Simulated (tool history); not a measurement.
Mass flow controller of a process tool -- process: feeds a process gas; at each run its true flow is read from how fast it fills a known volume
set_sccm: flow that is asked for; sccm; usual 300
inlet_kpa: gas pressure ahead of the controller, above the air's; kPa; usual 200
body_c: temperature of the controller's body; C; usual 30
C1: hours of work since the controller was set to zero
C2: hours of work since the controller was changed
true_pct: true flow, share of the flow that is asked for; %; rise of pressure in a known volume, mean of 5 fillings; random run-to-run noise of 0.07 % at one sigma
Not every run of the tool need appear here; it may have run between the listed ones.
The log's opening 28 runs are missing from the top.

{"run": 29, "hour": 2174.4, "set_sccm": 470, "inlet_kpa": 200, "body_c": 28, "C1": 2407, "C2": 2407, "true_pct": 97.44}
{"run": 30, "hour": 2266.4, "set_sccm": 231, "inlet_kpa": 233, "body_c": 26, "C1": 2441, "C2": 2441, "true_pct": 96.6}
{"run": 31, "hour": 2359.2, "set_sccm": 300, "inlet_kpa": 279, "body_c": 37, "C1": 2475, "C2": 2475, "true_pct": 97.32}
{"run": 32, "hour": 2452.3, "set_sccm": 300, "inlet_kpa": 279, "body_c": 37, "C1": 2509, "C2": 2509, "true_pct": 97.18}
{"run": 33, "hour": 2529.5, "set_sccm": 300, "inlet_kpa": 279, "body_c": 37, "C1": 2537, "C2": 2537, "true_pct": 97.32}
{"run": 34, "hour": 2626.6, "set_sccm": 300, "inlet_kpa": 269, "body_c": 37, "C1": 2572, "C2": 2572, "true_pct": 97.45}
{"run": 35, "hour": 2695.7, "set_sccm": 121, "inlet_kpa": 267, "body_c": 30, "C1": 2597, "C2": 2597, "true_pct": 96.35}
{"run": 36, "hour": 2748.5, "set_sccm": 121, "inlet_kpa": 267, "body_c": 30, "C1": 2617, "C2": 2617, "true_pct": 96.21}
{"run": 37, "hour": 2853.6, "set_sccm": 121, "inlet_kpa": 267, "body_c": 30, "C1": 2655, "C2": 2655, "true_pct": 96.15}
{"run": 38, "hour": 2967.7, "set_sccm": 615, "inlet_kpa": 200, "body_c": 30, "C1": 2697, "C2": 2697, "true_pct": 97.46}
{"run": 39, "hour": 3035.5, "set_sccm": 250, "inlet_kpa": 159, "body_c": 22, "C1": 2721, "C2": 2721, "true_pct": 96.02}
{"run": 40, "hour": 3126.0, "set_sccm": 250, "inlet_kpa": 159, "body_c": 22, "C1": 2754, "C2": 2754, "true_pct": 95.96}
{"run": 41, "hour": 3177.9, "set_sccm": 284, "inlet_kpa": 177, "body_c": 34, "C1": 2773, "C2": 2773, "true_pct": 96.74}
{"run": 42, "hour": 3250.5, "set_sccm": 342, "inlet_kpa": 187, "body_c": 29, "C1": 2800, "C2": 2800, "true_pct": 96.53}
{"run": 43, "hour": 3324.2, "set_sccm": 332, "inlet_kpa": 263, "body_c": 30, "C1": 2827, "C2": 2827, "true_pct": 96.46}
{"hour": 3385.1, "done": "gauge calibrated"}
{"run": 44, "hour": 3423.9, "set_sccm": 332, "inlet_kpa": 168, "body_c": 20, "C1": 2863, "C2": 2863, "true_pct": 97.72}
{"run": 45, "hour": 3486.2, "set_sccm": 168, "inlet_kpa": 149, "body_c": 36, "C1": 2886, "C2": 2886, "true_pct": 98.62}
{"run": 46, "hour": 3555.2, "set_sccm": 106, "inlet_kpa": 268, "body_c": 30, "C1": 2911, "C2": 2911, "true_pct": 97.81}
{"run": 47, "hour": 3627.8, "set_sccm": 106, "inlet_kpa": 268, "body_c": 30, "C1": 2937, "C2": 2937, "true_pct": 97.72}
{"run": 48, "hour": 3701.9, "set_sccm": 161, "inlet_kpa": 276, "body_c": 30, "C1": 2964, "C2": 2964, "true_pct": 97.73}

Here are 4 independent what-if runs from the current tool condition. What would each one return?
{"run": "A", "hour": 3789.2, "set_sccm": 300, "inlet_kpa": 200, "body_c": 21, "C1": 2996, "C2": 2996, "true_pct": "?"}
{"run": "B", "hour": 3789.2, "set_sccm": 592, "inlet_kpa": 163, "body_c": 30, "C1": 2996, "C2": 2996, "true_pct": "?"}
{"run": "C", "hour": 3789.2, "set_sccm": 829, "inlet_kpa": 200, "body_c": 29, "C1": 2996, "C2": 2996, "true_pct": "?"}
{"run": "D", "hour": 3789.2, "set_sccm": 153, "inlet_kpa": 200, "body_c": 33, "C1": 2996, "C2": 2996, "true_pct": "?"}

run=A true_pct=97.60
run=B true_pct=99.03
run=C true_pct=99.57
run=D true_pct=98.07
With the hidden condition removed and each run's random variation left untouched, the same runs would have given:
run=A true_pct=97.84
run=B true_pct=99.28
run=C true_pct=99.83
run=D true_pct=98.30
